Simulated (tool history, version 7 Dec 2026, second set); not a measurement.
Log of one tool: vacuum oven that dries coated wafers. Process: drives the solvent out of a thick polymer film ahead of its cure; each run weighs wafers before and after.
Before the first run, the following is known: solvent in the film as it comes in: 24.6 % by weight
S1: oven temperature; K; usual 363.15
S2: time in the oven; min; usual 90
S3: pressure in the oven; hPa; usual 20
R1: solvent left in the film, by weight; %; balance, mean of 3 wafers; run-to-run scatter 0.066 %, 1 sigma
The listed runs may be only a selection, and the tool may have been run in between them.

| run | hour | S1 | S2 | S3 | R1 |
|---|---|---|---|---|---|
| 1 | 0 | 363.15 | 90 | 20 | 4.33 |
| 2 | 74.7 | 363.15 | 90 | 20.1 | 4.43 |
| 3 | 122.9 | 363.15 | 90 | 20 | 4.38 |
| 4 | 196.7 | 363.15 | 90 | 20 | 4.39 |
| 5 | 308.2 | 363.15 | 90 | 24.9 | 4.96 |
| 6 | 420.7 | 363.15 | 90 | 24.9 | 4.82 |
| 7 | 473.1 | 363.15 | 90 | 24.9 | 4.91 |
| 8 | 563.4 | 371.15 | 138 | 14.4 | 1.56 |
| 9 | 638.5 | 373.15 | 135 | 12.7 | 1.27 |
| 10 | 696.8 | 354.15 | 139 | 12.8 | 5.31 |
| 11 | 757.4 | 370.15 | 139 | 12.8 | 1.48 |
| 12 | 818.9 | 370.15 | 56 | 12.8 | 2.87 |
| 13 | 906.7 | 375.15 | 135 | 11.6 | 1.12 |

Each row is a separate what-if for the run after 13, all from the same tool condition, not one after another. Results?
| A | 973.5 | 371.15 | 135 | 61.8 | ? |
| B | 973.5 | 360.15 | 50 | 45.5 | ? |
| C | 973.5 | 352.15 | 89 | 64.6 | ? |
| D | 973.5 | 363.15 | 135 | 34.7 | ? |
| E | 973.5 | 363.15 | 91 | 16.2 | ? |

| run | R1 |
|---|---|
| A | 6.56 |
| B | 12.11 |
| C | 17.28 |
| D | 5.37 |
| E | 3.79 |
Without the tool's unlogged condition, the same runs would have read:
| run | R1 |
|---|---|
| A | 6.53 |
| B | 12.08 |
| C | 17.23 |
| D | 5.34 |
| E | 3.75 |

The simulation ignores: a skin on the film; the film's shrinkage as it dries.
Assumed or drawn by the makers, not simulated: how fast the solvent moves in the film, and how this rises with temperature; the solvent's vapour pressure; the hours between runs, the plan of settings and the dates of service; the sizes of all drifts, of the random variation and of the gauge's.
